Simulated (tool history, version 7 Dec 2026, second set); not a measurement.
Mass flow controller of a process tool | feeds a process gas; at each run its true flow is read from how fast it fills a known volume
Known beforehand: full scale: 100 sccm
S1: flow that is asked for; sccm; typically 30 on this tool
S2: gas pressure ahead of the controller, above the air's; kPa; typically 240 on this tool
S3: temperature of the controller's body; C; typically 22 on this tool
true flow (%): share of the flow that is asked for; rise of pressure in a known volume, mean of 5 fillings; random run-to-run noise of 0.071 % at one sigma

run 1 day=0 | S1=30 S2=240 S3=22 | true_flow_(%)=100.56
run 2 day=21.871 | S1=30 S2=240 S3=22 | true_flow_(%)=100.76
run 3 day=41.962 | S1=30 S2=240 S3=22 | true_flow_(%)=100.87
run 4 day=53.408 | S1=30 S2=240 S3=22 | true_flow_(%)=101.04
run 5 day=68.879 | S1=30 S2=239 S3=22 | true_flow_(%)=100.95
run 6 day=89.233 | S1=30 S2=239 S3=22 | true_flow_(%)=101.06
run 7 day=106.375 | S1=30 S2=239 S3=22 | true_flow_(%)=101.44
run 8 day=125.483 | S1=14 S2=240 S3=22 | true_flow_(%)=104.36
run 9 day=145.342 | S1=30 S2=248 S3=22 | true_flow_(%)=101.58
run 10 day=160.071 | S1=30 S2=248 S3=22 | true_flow_(%)=101.58
-- day=161.129 controller's zero set anew
run 11 day=176.408 | S1=30 S2=248 S3=22 | true_flow_(%)=102.35
run 12 day=186.692 | S1=11 S2=240 S3=22 | true_flow_(%)=108.89
run 13 day=196.904 | S1=66 S2=159 S3=23 | true_flow_(%)=100.24
-- day=213.417 controller's zero set anew, once more
run 14 day=217.821 | S1=66 S2=159 S3=23 | true_flow_(%)=98.39
run 15 day=241.442 | S1=15 S2=159 S3=23 | true_flow_(%)=98.71
run 16 day=256.525 | S1=19 S2=202 S3=24 | true_flow_(%)=99.14
run 17 day=274.567 | S1=30 S2=183 S3=22 | true_flow_(%)=98.74
run 18 day=285.296 | S1=30 S2=153 S3=39 | true_flow_(%)=99.44

Run 19 is up next; what results do you expect?
run 19 day=295.862 | S1=99 S2=267 S3=23 | true_flow_(%)=?

true flow (%): 98.66
Without the tool's hidden state the same run would have given true flow (%) 100.02.
